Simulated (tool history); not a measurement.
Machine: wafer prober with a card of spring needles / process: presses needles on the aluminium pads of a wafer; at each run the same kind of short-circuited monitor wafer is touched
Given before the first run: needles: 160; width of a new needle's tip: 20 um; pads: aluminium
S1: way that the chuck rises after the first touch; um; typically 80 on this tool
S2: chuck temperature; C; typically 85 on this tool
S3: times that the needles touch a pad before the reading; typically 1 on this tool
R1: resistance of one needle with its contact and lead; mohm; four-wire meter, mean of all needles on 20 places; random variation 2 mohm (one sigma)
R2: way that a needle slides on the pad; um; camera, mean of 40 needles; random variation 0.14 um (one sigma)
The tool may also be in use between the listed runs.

run	hour	S1	S2	S3	R1	R2
1	0	80	85	1	220	21.13
# hour 3.6: tips cleaned on abrasive film
# hour 9: tips cleaned on abrasive film
2	12.9	80	85	1	218	21.01
# hour 14.2: tips cleaned on abrasive film
# hour 20: tips cleaned on abrasive film
3	22.7	80	85	1	219	21.03
# hour 25.9: tips cleaned on abrasive film
# hour 31.8: tips cleaned on abrasive film
# hour 37.6: tips cleaned on abrasive film
4	38.7	64	85	1	222	16.84
# hour 43.1: tips cleaned on abrasive film
# hour 48.3: tips cleaned on abrasive film
5	49.5	64	85	1	225	16.76
# hour 53.7: tips cleaned on abrasive film
# hour 58.6: tips cleaned on abrasive film
# hour 64.3: tips cleaned on abrasive film
6	66.7	64	85	1	220	16.83
# hour 70: tips cleaned on abrasive film
# hour 75.1: tips cleaned on abrasive film
# hour 80.7: tips cleaned on abrasive film
7	83	64	85	1	222	16.62
# hour 86.7: tips cleaned on abrasive film
# hour 92.6: tips cleaned on abrasive film
8	94.9	64	85	1	221	16.8
# hour 98: tips cleaned on abrasive film
# hour 103.3: tips cleaned on abrasive film
9	106.5	64	85	1	222	16.88
# hour 108.8: tips cleaned on abrasive film
# hour 114.1: tips cleaned on abrasive film
10	114.1	80	85	1	219	20.84
# hour 120.1: tips cleaned on abrasive film
# hour 125: tips cleaned on abrasive film
11	127	80	85	1	218	21.13
# hour 131: tips cleaned on abrasive film
# hour 136.1: tips cleaned on abrasive film
# hour 141.4: tips cleaned on abrasive film
12	142.4	80	85	1	220	21.1
# hour 146.9: tips cleaned on abrasive film
# hour 152.4: tips cleaned on abrasive film
13	153.1	80	85	1	219	21.08
# hour 157.7: tips cleaned on abrasive film
# hour 162.7: tips cleaned on abrasive film
# hour 165: height of the first contact set anew
# hour 168.7: tips cleaned on abrasive film
14	170.1	80	85	1	222	21.02
# hour 174.7: tips cleaned on abrasive film
15	178.6	80	85	2	217	21.13
# hour 179.9: tips cleaned on abrasive film
# hour 185.1: tips cleaned on abrasive film
16	188.8	80	85	2	221	20.95
# hour 190.6: tips cleaned on abrasive film
# hour 196.3: tips cleaned on abrasive film
17	198.5	91	60	2	213	24.12
# hour 201.9: tips cleaned on abrasive film
# hour 207.6: tips cleaned on abrasive film
18	211	69	60	2	215	18.11
# hour 213.5: tips cleaned on abrasive film
# hour 219.5: tips cleaned on abrasive film
# hour 225: tips cleaned on abrasive film
19	227.4	63	76	3	220	16.44
# hour 230.8: tips cleaned on abrasive film
20	235	63	76	3	218	16.43
# hour 235.9: tips cleaned on abrasive film
# hour 241.3: tips cleaned on abrasive film
# hour 246.8: tips cleaned on abrasive film
21	250.1	63	76	3	217	16.52
# hour 252.2: tips cleaned on abrasive film
# hour 257.8: tips cleaned on abrasive film
22	260	68	41	1	214	17.84
# hour 263.2: tips cleaned on abrasive film
23	267.3	68	41	1	212	17.96
# hour 268.4: tips cleaned on abrasive film
# hour 273.5: tips cleaned on abrasive film
# hour 279.1: tips cleaned on abrasive film
24	279.1	80	85	1	217	21.1
# hour 284.9: tips cleaned on abrasive film
# hour 290.5: tips cleaned on abrasive film
25	290.8	60	56	2	215	15.93
# hour 296.6: tips cleaned on abrasive film
26	300.4	80	123	2	229	21.19
# hour 301.7: tips cleaned on abrasive film
# hour 307: tips cleaned on abrasive film
# hour 312.7: tips cleaned on abrasive film
27	313.1	80	123	2	230	20.89
# hour 318.2: tips cleaned on abrasive film
# hour 324.3: tips cleaned on abrasive film
28	326	88	32	1	205	22.94
# hour 329.5: tips cleaned on abrasive film
# hour 335.3: tips cleaned on abrasive film
29	335.8	100	39	2	206	25.9

3 options for the next run, each taken on its own from the tool as it stands now. Forecast them:
# hour 340.3: tips cleaned on abrasive film
A	343.4	80	63	2	?	?
# hour 340.3: tips cleaned on abrasive film
B	343.4	80	85	2	?	?
# hour 340.3: tips cleaned on abrasive film
C	343.4	80	94	3	?	?

run	R1	R2
A	215	21
B	220	21.08
C	222	21.17
Without the tool's hidden state the same runs would have given:
run	R1	R2
A	215	21.01
B	220	21.09
C	222	21.19
